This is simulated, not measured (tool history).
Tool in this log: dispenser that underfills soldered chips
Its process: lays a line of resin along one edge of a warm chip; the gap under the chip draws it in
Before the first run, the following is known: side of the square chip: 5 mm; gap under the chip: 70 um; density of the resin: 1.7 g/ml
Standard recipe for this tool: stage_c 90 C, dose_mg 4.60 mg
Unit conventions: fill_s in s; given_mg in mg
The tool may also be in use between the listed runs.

| run | hour | stage_c | dose_mg | fill_s | given_mg |
|---|---|---|---|---|---|
| 1 | 0.0 | 90 | 4.60 | 12.9 | 4.55 |
|  | 3.2 | new syringe of resin |
| 2 | 8.3 | 90 | 4.60 | 10.4 | 4.52 |
| 3 | 16.4 | 90 | 4.41 | 13.0 | 4.31 |
|  | 17.5 | new syringe of resin |
| 4 | 23.3 | 90 | 4.41 | 10.4 | 4.33 |
| 5 | 30.3 | 90 | 5.77 | 13.1 | 5.66 |
|  | 32.4 | new syringe of resin |
| 6 | 38.0 | 90 | 5.77 | 10.4 | 5.63 |
| 7 | 44.1 | 90 | 4.60 | 12.4 | 4.49 |
|  | 47.3 | new syringe of resin |
| 8 | 50.0 | 90 | 4.60 | 9.3 | 4.50 |
| 9 | 56.0 | 90 | 4.60 | 10.9 | 4.47 |
|  | 62.0 | new syringe of resin |
| 10 | 64.2 | 90 | 4.60 | 9.1 | 4.48 |
| 11 | 68.4 | 90 | 4.60 | 10.8 | 4.48 |
|  | 76.6 | new syringe of resin |
| 12 | 77.0 | 90 | 4.60 | 8.4 | 4.48 |
| 13 | 86.6 | 90 | 4.60 | 11.5 | 4.46 |
|  | 90.9 | new syringe of resin |
| 14 | 91.4 | 90 | 4.60 | 8.6 | 4.45 |
| 15 | 99.8 | 90 | 4.60 | 11.5 | 4.43 |
| 16 | 104.0 | 102 | 4.54 | 7.7 | 4.36 |
|  | 105.5 | new syringe of resin |
| 17 | 113.2 | 102 | 4.54 | 6.5 | 4.39 |
| 18 | 118.5 | 89 | 5.89 | 12.3 | 5.67 |
|  | 120.1 | new syringe of resin |
| 19 | 122.8 | 89 | 5.89 | 9.5 | 5.65 |
|  | 125.1 | dispensing valve cleaned and set on the balance |
| 20 | 132.2 | 96 | 4.45 | 9.7 | 4.42 |
|  | 136.0 | new syringe of resin |
| 21 | 140.5 | 96 | 4.45 | 7.6 | 4.44 |
| 22 | 145.5 | 96 | 4.45 | 9.4 | 4.43 |
|  | 150.4 | new syringe of resin |
| 23 | 153.8 | 80 | 4.52 | 14.3 | 4.46 |
| 24 | 159.7 | 75 | 4.13 | 22.5 | 4.09 |
|  | 164.7 | new syringe of resin |
| 25 | 165.2 | 104 | 3.99 | 5.4 | 3.94 |
| 26 | 170.4 | 95 | 4.12 | 8.3 | 4.08 |
| 27 | 176.4 | 95 | 4.12 | 9.7 | 4.06 |

Some steps in fill_s, run to run, broken into two amounts with sign: the step expected even without the hidden condition (settings, incoming material, random variation), and the rest, left for the hidden condition together with whatever gauge scatter is not in both the measured and the hidden-condition-free result:
Unlogged tool condition in this case: resin's viscosity, % of fresh resin's; dose that the valve gives, % of what is set; true chip temperature over the reading, C; drift of the gauge itself on fill_s, %; drift of the gauge itself on given_mg, %.
Run 23 -> 24: stage_c 80 -> 75, dose_mg 4.52 -> 4.13. fill_s +8.2 s: hidden state +3.6, all else +4.6.
Run 24 -> 25: stage_c 75 -> 104, dose_mg 4.13 -> 3.99, new syringe of resin. fill_s -17.1 s: hidden state -4.6, all else -12.5.
